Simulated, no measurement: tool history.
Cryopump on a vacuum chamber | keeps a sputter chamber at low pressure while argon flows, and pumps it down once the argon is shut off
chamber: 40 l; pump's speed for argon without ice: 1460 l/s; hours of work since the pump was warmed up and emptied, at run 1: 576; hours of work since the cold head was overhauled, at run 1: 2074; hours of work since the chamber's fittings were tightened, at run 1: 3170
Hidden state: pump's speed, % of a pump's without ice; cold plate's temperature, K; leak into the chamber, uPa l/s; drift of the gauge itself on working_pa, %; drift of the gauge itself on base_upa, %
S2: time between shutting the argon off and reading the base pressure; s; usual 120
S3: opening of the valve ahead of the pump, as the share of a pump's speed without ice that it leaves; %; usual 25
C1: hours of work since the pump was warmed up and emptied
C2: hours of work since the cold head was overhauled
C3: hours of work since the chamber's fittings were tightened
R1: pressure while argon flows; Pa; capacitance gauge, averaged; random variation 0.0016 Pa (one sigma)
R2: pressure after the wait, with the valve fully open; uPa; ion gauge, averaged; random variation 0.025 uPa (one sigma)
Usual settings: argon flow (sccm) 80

Run 1, day 0.000: usual settings; C1 576; C2 2074; C3 3170. Result: R1 0.4027 Pa, R2 3.57 uPa.
Run 2, day 4.233: usual settings; C1 635; C2 2133; C3 3229. Result: R1 0.4088 Pa, R2 3.70 uPa.
At day 7.371: pump warmed up, emptied and cooled again.
Run 3, day 9.071: usual settings but S2 37 s; C1 24; C2 2198; C3 3293. Result: R1 0.3723 Pa, R2 4.69 uPa.
Run 4, day 13.938: usual settings but S2 37 s; C1 91; C2 2266; C3 3361. Result: R1 0.3756 Pa, R2 4.82 uPa.
Run 5, day 18.112: usual settings; C1 150; C2 2324; C3 3419. Result: R1 0.3776 Pa, R2 3.14 uPa.
At day 21.783: leaking fittings of the chamber tightened, without venting.
Run 6, day 21.904: usual settings; C1 201; C2 2375; C3 2. Result: R1 0.3816 Pa, R2 0.98 uPa.
Run 7, day 27.221: usual settings but argon flow (sccm) 60; C1 275; C2 2449; C3 76. Result: R1 0.2875 Pa, R2 1.07 uPa.
Run 8, day 32.392: usual settings but argon flow (sccm) 60; C1 347; C2 2521; C3 148. Result: R1 0.2907 Pa, R2 1.14 uPa.
Run 9, day 35.217: usual settings but argon flow (sccm) 60; C1 387; C2 2561; C3 187. Result: R1 0.2905 Pa, R2 1.19 uPa.
Run 10, day 39.604: usual settings but argon flow (sccm) 60; C1 448; C2 2622; C3 248. Result: R1 0.2957 Pa, R2 1.25 uPa.
Run 11, day 43.854: usual settings but argon flow (sccm) 60; C1 507; C2 2681; C3 307. Result: R1 0.2980 Pa, R2 1.25 uPa.
Run 12, day 48.796: usual settings but argon flow (sccm) 60; C1 576; C2 2750; C3 376. Result: R1 0.3014 Pa, R2 1.33 uPa.
Run 13, day 52.425: usual settings but argon flow (sccm) 60; C1 626; C2 2800; C3 427. Result: R1 0.3036 Pa, R2 1.40 uPa.
At day 56.321: pump warmed up, emptied and cooled again.
Run 14, day 57.329: usual settings but argon flow (sccm) 60; C1 14; C2 2866; C3 492. Result: R1 0.2803 Pa, R2 1.27 uPa.
Run 15, day 61.104: usual settings but S3 20 %; C1 67; C2 2918; C3 545. Result: R1 0.4681 Pa, R2 1.32 uPa.
Run 16, day 66.296: usual settings but S3 20 %; C1 139; C2 2991; C3 617. Result: R1 0.4695 Pa, R2 1.40 uPa.
Run 17, day 70.846: usual settings but S2 40 s, S3 20 %; C1 202; C2 3054; C3 680. Result: R1 0.4742 Pa, R2 2.99 uPa.
Run 18, day 73.100: usual settings but argon flow (sccm) 49; C1 234; C2 3085; C3 712. Result: R1 0.2334 Pa, R2 1.53 uPa.
Run 19, day 78.375: usual settings but argon flow (sccm) 44, S2 277 s, S3 41 %; C1 307; C2 3159; C3 785. Result: R1 0.1331 Pa, R2 1.16 uPa.
Run 20, day 80.550: usual settings but argon flow (sccm) 117, S2 21 s, S3 39 %; C1 337; C2 3189; C3 815. Result: R1 0.3743 Pa, R2 5.17 uPa.
Run 21, day 83.875: usual settings but argon flow (sccm) 71, S3 51 %; C1 384; C2 3235; C3 862. Result: R1 0.1798 Pa, R2 1.66 uPa.
Run 22, day 87.012: usual settings but argon flow (sccm) 71, S3 51 %; C1 427; C2 3279; C3 905. Result: R1 0.1808 Pa, R2 1.75 uPa.
Run 23, day 89.817: usual settings but S2 77 s, S3 51 %; C1 466; C2 3318; C3 944. Result: R1 0.2074 Pa, R2 2.17 uPa.
Run 24, day 92.204: usual settings but argon flow (sccm) 53, S2 50 s, S3 59 %; C1 500; C2 3351; C3 978. Result: R1 0.1231 Pa, R2 2.93 uPa.
Run 25, day 94.821: usual settings but argon flow (sccm) 53, S2 50 s, S3 59 %; C1 536; C2 3388; C3 1014. Result: R1 0.1251 Pa, R2 2.89 uPa.
Run 26, day 97.188: usual settings but argon flow (sccm) 53, S2 117 s, S3 59 %; C1 569; C2 3421; C3 1047. Result: R1 0.1258 Pa, R2 1.91 uPa.
Run 27, day 100.142: usual settings but argon flow (sccm) 61, S2 24 s, S3 16 %; C1 610; C2 3462; C3 1088. Result: R1 0.4702 Pa, R2 5.08 uPa.
Run 28, day 102.450: usual settings but argon flow (sccm) 74, S2 122 s, S3 15 %; C1 642; C2 3494; C3 1120. Result: R1 0.6044 Pa, R2 2.07 uPa.
At day 105.050: pump warmed up, emptied and cooled again.
Run 29, day 107.504: usual settings but argon flow (sccm) 83, S2 22 s, S3 26 %; C1 34; C2 3561; C3 1188. Result: R1 0.3737 Pa, R2 4.89 uPa.
Run 30, day 112.821: usual settings but argon flow (sccm) 83, S2 22 s, S3 26 %; C1 108; C2 3635; C3 1262. Result: R1 0.3761 Pa, R2 5.26 uPa.
Run 31, day 116.167: usual settings but argon flow (sccm) 83, S2 22 s, S3 26 %; C1 155; C2 3682; C3 1308. Result: R1 0.3814 Pa, R2 5.29 uPa.
Run 32, day 118.379: usual settings but S2 69 s; C1 186; C2 3713; C3 1339. Result: R1 0.3826 Pa, R2 2.49 uPa.
Run 33, day 123.342: usual settings but S2 69 s; C1 255; C2 3782; C3 1408. Result: R1 0.3833 Pa, R2 2.56 uPa.
Run 34, day 126.254: usual settings but argon flow (sccm) 124, S2 27 s, S3 17 %; C1 295; C2 3822; C3 1449. Result: R1 0.8661 Pa, R2 4.63 uPa.
Run 35, day 130.717: usual settings but argon flow (sccm) 124, S2 27 s, S3 17 %; C1 357; C2 3885; C3 1511. Result: R1 0.8712 Pa, R2 4.71 uPa.

Forecast each of these 3 alternatives for the next run:
Run A, day 134.492: usual settings but argon flow (sccm) 51, S2 130 s; C1 410; C2 3937; C3 1563. Result: R1 ?, R2 ?.
Run B, day 134.492: usual settings but argon flow (sccm) 124, S2 27 s, S3 29 %; C1 410; C2 3937; C3 1563. Result: R1 ?, R2 ?.
Run C, day 134.492: usual settings but S2 211 s, S3 24 %; C1 410; C2 3937; C3 1563. Result: R1 ?, R2 ?.

run      R1    R2
  A  0.2502  2.12
  B  0.5338  4.85
  C  0.4057  1.88
Without the tool's hidden state the same runs would have given:
run      R1    R2
  A  0.2358  0.87
  B  0.4986  3.62
  C  0.3832  0.64
